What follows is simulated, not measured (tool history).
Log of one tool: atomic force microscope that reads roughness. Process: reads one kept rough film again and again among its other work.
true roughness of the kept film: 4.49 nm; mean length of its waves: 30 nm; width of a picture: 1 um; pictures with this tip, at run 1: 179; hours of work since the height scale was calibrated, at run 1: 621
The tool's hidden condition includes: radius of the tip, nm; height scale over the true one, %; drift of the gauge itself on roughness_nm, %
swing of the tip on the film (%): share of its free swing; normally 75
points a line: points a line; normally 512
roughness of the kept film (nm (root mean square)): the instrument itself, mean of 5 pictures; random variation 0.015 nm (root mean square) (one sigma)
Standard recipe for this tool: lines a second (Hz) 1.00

run	hour	lines a second (Hz)	swing of the tip on the film (%)	points a line	pictures with this tip	hours of work since the height scale was calibrated	roughness of the kept film (nm (root mean square))
1	0.0	1.00	75	512	179	621	2.879
2	32.2	1.00	75	512	225	643	2.790
# hour 73.7: new tip fitted
3	76.5	1.00	75	512	4	673	3.473
4	102.6	2.37	75	512	41	691	3.098
5	121.7	2.37	75	512	69	704	3.006
6	153.8	1.00	75	512	115	725	3.103
7	181.9	1.00	75	512	155	745	2.999
8	221.6	1.03	77	391	212	772	2.814
9	266.4	1.03	77	391	276	802	2.650
# hour 272.9: new tip fitted
10	297.5	1.03	77	391	35	823	3.319
11	321.7	1.03	77	391	70	839	3.200
12	367.7	1.43	58	512	136	871	3.110

Expected results for the next run?
13	391.7	1.00	75	493	171	887	?

Run 13 measured roughness of the kept film (nm (root mean square)) 2.927.
Had the tool carried no hidden state, the very same run would have given roughness of the kept film (nm (root mean square)) 3.525.

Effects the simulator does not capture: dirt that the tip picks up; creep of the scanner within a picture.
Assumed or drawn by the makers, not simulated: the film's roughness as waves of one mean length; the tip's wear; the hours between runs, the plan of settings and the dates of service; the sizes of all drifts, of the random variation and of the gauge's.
